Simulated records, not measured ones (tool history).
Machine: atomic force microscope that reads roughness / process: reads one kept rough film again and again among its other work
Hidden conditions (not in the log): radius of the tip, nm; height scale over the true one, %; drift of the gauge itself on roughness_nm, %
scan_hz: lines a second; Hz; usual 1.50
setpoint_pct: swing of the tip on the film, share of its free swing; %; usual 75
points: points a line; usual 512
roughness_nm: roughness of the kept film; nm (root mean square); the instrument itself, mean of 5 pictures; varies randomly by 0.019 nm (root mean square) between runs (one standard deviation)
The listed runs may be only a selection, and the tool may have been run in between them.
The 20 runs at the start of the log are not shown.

run,hour,scan_hz,setpoint_pct,points,pictures with this tip,hours of work since the height scale was calibrated,roughness_nm
21,156.2,0.79,61,400,180,209,4.107
22,162.7,1.76,70,270,191,213,3.789
23,173.6,1.76,57,422,209,220,3.960
24,181.2,1.11,57,917,222,225,3.975
25,186.3,1.11,57,917,231,228,3.928
26,192.9,3.38,70,512,242,232,3.398
27,199.6,1.50,88,324,254,236,3.293
28,209.7,1.50,78,263,270,242,3.440
29,217.4,1.83,75,296,284,247,3.383
30,228.6,3.25,87,512,302,254,2.710
31,234.3,0.55,76,551,312,258,3.611
# hour 240.5: new tip fitted
32,240.6,1.50,79,298,0,261,4.469
33,247.1,1.50,79,298,11,265,4.391
34,257.2,0.80,75,368,28,272,4.646
35,266.6,1.50,60,512,44,278,4.619

Here are 4 independent what-if runs from the current tool condition. What would each one return?
A,277.4,0.62,60,512,62,284,?
B,277.4,0.62,75,258,62,284,?
C,277.4,0.80,64,795,62,284,?
D,277.4,1.51,71,424,62,284,?

run,roughness_nm
A,4.636
B,4.517
C,4.603
D,4.389
The same runs, with their run-to-run variation unchanged, on a tool lacking any hidden condition would have given:
run,roughness_nm
A,4.966
B,4.839
C,4.931
D,4.702
